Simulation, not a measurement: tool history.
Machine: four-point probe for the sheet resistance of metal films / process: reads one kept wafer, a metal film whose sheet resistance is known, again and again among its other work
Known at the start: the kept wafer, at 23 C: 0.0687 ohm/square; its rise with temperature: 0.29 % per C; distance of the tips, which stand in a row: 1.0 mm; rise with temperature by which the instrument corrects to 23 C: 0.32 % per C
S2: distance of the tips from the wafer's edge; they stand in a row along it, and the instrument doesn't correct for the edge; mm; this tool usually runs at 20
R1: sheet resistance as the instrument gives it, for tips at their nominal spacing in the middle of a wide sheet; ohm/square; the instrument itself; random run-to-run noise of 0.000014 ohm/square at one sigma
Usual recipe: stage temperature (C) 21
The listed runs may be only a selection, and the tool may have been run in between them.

{"run": 1, "hour": 0.0, "stage temperature (C)": 21, "S2": 20, "R1": 0.06879}
{"run": 2, "hour": 18.0, "stage temperature (C)": 21, "S2": 20, "R1": 0.06879}
{"run": 3, "hour": 33.4, "stage temperature (C)": 21, "S2": 20, "R1": 0.068786}
{"run": 4, "hour": 62.7, "stage temperature (C)": 21, "S2": 20, "R1": 0.068802}
{"run": 5, "hour": 94.5, "stage temperature (C)": 21, "S2": 20, "R1": 0.068802}
{"run": 6, "hour": 128.6, "stage temperature (C)": 21, "S2": 20, "R1": 0.068807}
{"run": 7, "hour": 157.3, "stage temperature (C)": 21, "S2": 20, "R1": 0.068836}
{"run": 8, "hour": 190.7, "stage temperature (C)": 21, "S2": 32, "R1": 0.068789}
{"run": 9, "hour": 216.5, "stage temperature (C)": 21, "S2": 32, "R1": 0.068806}
{"run": 10, "hour": 237.7, "stage temperature (C)": 21, "S2": 16, "R1": 0.068896}
{"run": 11, "hour": 254.1, "stage temperature (C)": 21, "S2": 20, "R1": 0.068868}
{"run": 12, "hour": 273.3, "stage temperature (C)": 21, "S2": 20, "R1": 0.068871}
{"run": 13, "hour": 307.3, "stage temperature (C)": 21, "S2": 20, "R1": 0.06887}
{"run": 14, "hour": 338.2, "stage temperature (C)": 21, "S2": 20, "R1": 0.068868}
{"run": 15, "hour": 365.6, "stage temperature (C)": 21, "S2": 20, "R1": 0.068869}
{"run": 16, "hour": 385.2, "stage temperature (C)": 21, "S2": 20, "R1": 0.068902}
{"run": 17, "hour": 418.1, "stage temperature (C)": 21, "S2": 20, "R1": 0.068916}
{"run": 18, "hour": 443.2, "stage temperature (C)": 21, "S2": 6, "R1": 0.069843}
{"run": 19, "hour": 473.2, "stage temperature (C)": 21, "S2": 6, "R1": 0.069849}
{"hour": 476.2, "done": "stage's thermometer calibrated"}
{"run": 20, "hour": 509.8, "stage temperature (C)": 24, "S2": 20, "R1": 0.068865}
{"run": 21, "hour": 539.9, "stage temperature (C)": 24, "S2": 20, "R1": 0.068866}
{"run": 22, "hour": 572.6, "stage temperature (C)": 24, "S2": 20, "R1": 0.068886}
{"run": 23, "hour": 592.6, "stage temperature (C)": 21, "S2": 66, "R1": 0.068867}
{"run": 24, "hour": 610.2, "stage temperature (C)": 21, "S2": 66, "R1": 0.068906}
{"run": 25, "hour": 647.0, "stage temperature (C)": 21, "S2": 66, "R1": 0.068863}
{"run": 26, "hour": 662.4, "stage temperature (C)": 18, "S2": 70, "R1": 0.068954}
{"hour": 669.7, "done": "stage's thermometer calibrated, once more"}
{"run": 27, "hour": 681.5, "stage temperature (C)": 18, "S2": 70, "R1": 0.069007}
{"run": 28, "hour": 709.7, "stage temperature (C)": 21, "S2": 24, "R1": 0.068999}
{"run": 29, "hour": 731.7, "stage temperature (C)": 19, "S2": 54, "R1": 0.068987}
{"run": 30, "hour": 756.3, "stage temperature (C)": 19, "S2": 54, "R1": 0.069013}
{"run": 31, "hour": 785.0, "stage temperature (C)": 21, "S2": 8, "R1": 0.06953}
{"run": 32, "hour": 808.5, "stage temperature (C)": 22, "S2": 17, "R1": 0.069064}
{"run": 33, "hour": 839.8, "stage temperature (C)": 22, "S2": 17, "R1": 0.069066}
{"run": 34, "hour": 875.3, "stage temperature (C)": 22, "S2": 17, "R1": 0.069085}
{"run": 35, "hour": 901.0, "stage temperature (C)": 22, "S2": 17, "R1": 0.069101}
{"run": 36, "hour": 936.7, "stage temperature (C)": 18, "S2": 8, "R1": 0.069634}
{"run": 37, "hour": 971.1, "stage temperature (C)": 23, "S2": 20, "R1": 0.069045}
{"run": 38, "hour": 997.5, "stage temperature (C)": 33, "S2": 28, "R1": 0.068832}
{"run": 39, "hour": 1027.0, "stage temperature (C)": 33, "S2": 28, "R1": 0.068868}
{"run": 40, "hour": 1050.5, "stage temperature (C)": 33, "S2": 28, "R1": 0.06888}
{"run": 41, "hour": 1071.8, "stage temperature (C)": 33, "S2": 28, "R1": 0.068861}
{"run": 42, "hour": 1105.2, "stage temperature (C)": 21, "S2": 10, "R1": 0.069434}
{"run": 43, "hour": 1122.6, "stage temperature (C)": 33, "S2": 23, "R1": 0.068948}
{"run": 44, "hour": 1138.2, "stage temperature (C)": 18, "S2": 23, "R1": 0.069181}
{"run": 45, "hour": 1170.5, "stage temperature (C)": 18, "S2": 23, "R1": 0.069214}

Here are 4 independent what-if runs from the current tool condition. What would each one return?
{"run": "A", "hour": 1190.0, "stage temperature (C)": 18, "S2": 3, "R1": "?"}
{"run": "B", "hour": 1190.0, "stage temperature (C)": 23, "S2": 55, "R1": "?"}
{"run": "C", "hour": 1190.0, "stage temperature (C)": 30, "S2": 9, "R1": "?"}
{"run": "D", "hour": 1190.0, "stage temperature (C)": 27, "S2": 20, "R1": "?"}

run=A R1=0.073002
run=B R1=0.069074
run=C R1=0.069361
run=D R1=0.069037
With no hidden state in the tool, these same runs would have given:
run=A R1=0.072641
run=B R1=0.068731
run=C R1=0.069016
run=D R1=0.068694
